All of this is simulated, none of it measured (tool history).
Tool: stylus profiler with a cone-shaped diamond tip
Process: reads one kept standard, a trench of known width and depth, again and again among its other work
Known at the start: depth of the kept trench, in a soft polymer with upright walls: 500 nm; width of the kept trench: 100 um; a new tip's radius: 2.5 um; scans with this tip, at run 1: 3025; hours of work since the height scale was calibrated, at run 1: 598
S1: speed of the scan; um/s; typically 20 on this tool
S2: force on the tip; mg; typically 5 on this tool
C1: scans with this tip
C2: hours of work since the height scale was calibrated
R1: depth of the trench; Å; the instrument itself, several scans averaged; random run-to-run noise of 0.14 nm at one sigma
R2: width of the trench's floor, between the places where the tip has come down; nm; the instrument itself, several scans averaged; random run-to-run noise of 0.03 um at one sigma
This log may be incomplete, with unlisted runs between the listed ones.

run 1 hour=0 | S1=20 S2=5 | C1=3025 C2=598 | R1=5094.5 R2=96840
run 2 hour=38.5 | S1=20 S2=5 | C1=3135 C2=619 | R1=5093.6 R2=96890
run 3 hour=71.5 | S1=20 S2=5 | C1=3229 C2=638 | R1=5090.7 R2=96860
run 4 hour=116.1 | S1=20 S2=5 | C1=3355 C2=663 | R1=5096.3 R2=96940
run 5 hour=148.3 | S1=20 S2=5 | C1=3447 C2=681 | R1=5096 R2=96840
run 6 hour=176.3 | S1=20 S2=4.02 | C1=3527 C2=697 | R1=5084.1 R2=96860
run 7 hour=209.7 | S1=20 S2=4.02 | C1=3622 C2=716 | R1=5085.8 R2=96860
run 8 hour=248 | S1=24 S2=5 | C1=3731 C2=737 | R1=5095.4 R2=96840
run 9 hour=268.3 | S1=12 S2=5 | C1=3789 C2=749 | R1=5095 R2=96840
run 10 hour=312.2 | S1=12 S2=5 | C1=3914 C2=773 | R1=5097.7 R2=96800
run 11 hour=349.3 | S1=12 S2=5 | C1=4019 C2=794 | R1=5096.4 R2=96790
run 12 hour=369.7 | S1=12 S2=5 | C1=4077 C2=806 | R1=5097.3 R2=96880
run 13 hour=414.9 | S1=12 S2=5 | C1=4206 C2=831 | R1=5097.7 R2=96770
run 14 hour=461.8 | S1=20 S2=5 | C1=4340 C2=858 | R1=5096 R2=96810
run 15 hour=482.5 | S1=20 S2=5 | C1=4399 C2=869 | R1=5099 R2=96770
run 16 hour=505.9 | S1=20 S2=5 | C1=4465 C2=882 | R1=5096.4 R2=96780
run 17 hour=538.1 | S1=20 S2=5 | C1=4557 C2=901 | R1=5102.4 R2=96750
run 18 hour=582.6 | S1=41 S2=7.3 | C1=4683 C2=926 | R1=5122.9 R2=96770
run 19 hour=604.7 | S1=50 S2=5 | C1=4746 C2=938 | R1=5101.7 R2=96720
run 20 hour=651 | S1=30 S2=1.81 | C1=4878 C2=964 | R1=5057.6 R2=96690
run 21 hour=696 | S1=38 S2=5.33 | C1=5006 C2=989 | R1=5102.8 R2=96730
run 22 hour=737.6 | S1=13 S2=5.01 | C1=5125 C2=1013 | R1=5103.3 R2=96760
run 23 hour=781.3 | S1=32 S2=1.87 | C1=5249 C2=1037 | R1=5064.9 R2=96670
run 24 hour=817.8 | S1=32 S2=1.87 | C1=5353 C2=1058 | R1=5063.4 R2=96700
run 25 hour=844.8 | S1=8 S2=12.47 | C1=5430 C2=1073 | R1=5170.5 R2=96820
run 26 hour=872.1 | S1=20 S2=8.3 | C1=5507 C2=1088 | R1=5134.2 R2=96780
run 27 hour=899.7 | S1=25 S2=5.52 | C1=5586 C2=1104 | R1=5112.4 R2=96720
run 28 hour=922.5 | S1=8 S2=1.71 | C1=5651 C2=1117 | R1=5063.4 R2=96790
run 29 hour=956.9 | S1=8 S2=1.71 | C1=5749 C2=1136 | R1=5063.8 R2=96780
run 30 hour=992.6 | S1=8 S2=1.71 | C1=5850 C2=1156 | R1=5063.7 R2=96810
run 31 hour=1022.3 | S1=8 S2=1.71 | C1=5935 C2=1173 | R1=5066.6 R2=96740
run 32 hour=1066.8 | S1=66 S2=8.52 | C1=6062 C2=1198 | R1=5141 R2=96660
run 33 hour=1093 | S1=66 S2=8.52 | C1=6136 C2=1213 | R1=5140.5 R2=96600
run 34 hour=1131.1 | S1=18 S2=3.64 | C1=6245 C2=1234 | R1=5090.8 R2=96690

Per-run results on a tool with no hidden state, each run keeping its own random variation:
The hidden state here: radius of the tip, um; height scale over the true one, %; drift of the gauge itself on depth_nm, %; drift of the gauge itself on floor_um, %.
run=1 R1=5081.5 R2=96930
run=2 R1=5080.1 R2=96980
run=3 R1=5076.8 R2=96960
run=4 R1=5081.9 R2=97040
run=5 R1=5081.2 R2=96950
run=6 R1=5069.1 R2=96970
run=7 R1=5070.3 R2=96970
run=8 R1=5079.4 R2=96960
run=9 R1=5078.8 R2=96970
run=10 R1=5081 R2=96930
run=11 R1=5079.2 R2=96930
run=12 R1=5079.9 R2=97020
run=13 R1=5079.8 R2=96910
run=14 R1=5077.6 R2=96960
run=15 R1=5080.3 R2=96920
run=16 R1=5077.4 R2=96930
run=17 R1=5083.1 R2=96910
run=18 R1=5102.9 R2=96940
run=19 R1=5081.5 R2=96880
run=20 R1=5037.1 R2=96870
run=21 R1=5081.6 R2=96910
run=22 R1=5081.7 R2=96940
run=23 R1=5042.9 R2=96860
run=24 R1=5041 R2=96890
run=25 R1=5147.3 R2=97030
run=26 R1=5110.8 R2=96980
run=27 R1=5088.8 R2=96920
run=28 R1=5039.7 R2=97000
run=29 R1=5039.8 R2=96990
run=30 R1=5039.3 R2=97030
run=31 R1=5041.8 R2=96960
run=32 R1=5115.3 R2=96890
run=33 R1=5114.5 R2=96830
run=34 R1=5064.6 R2=96930

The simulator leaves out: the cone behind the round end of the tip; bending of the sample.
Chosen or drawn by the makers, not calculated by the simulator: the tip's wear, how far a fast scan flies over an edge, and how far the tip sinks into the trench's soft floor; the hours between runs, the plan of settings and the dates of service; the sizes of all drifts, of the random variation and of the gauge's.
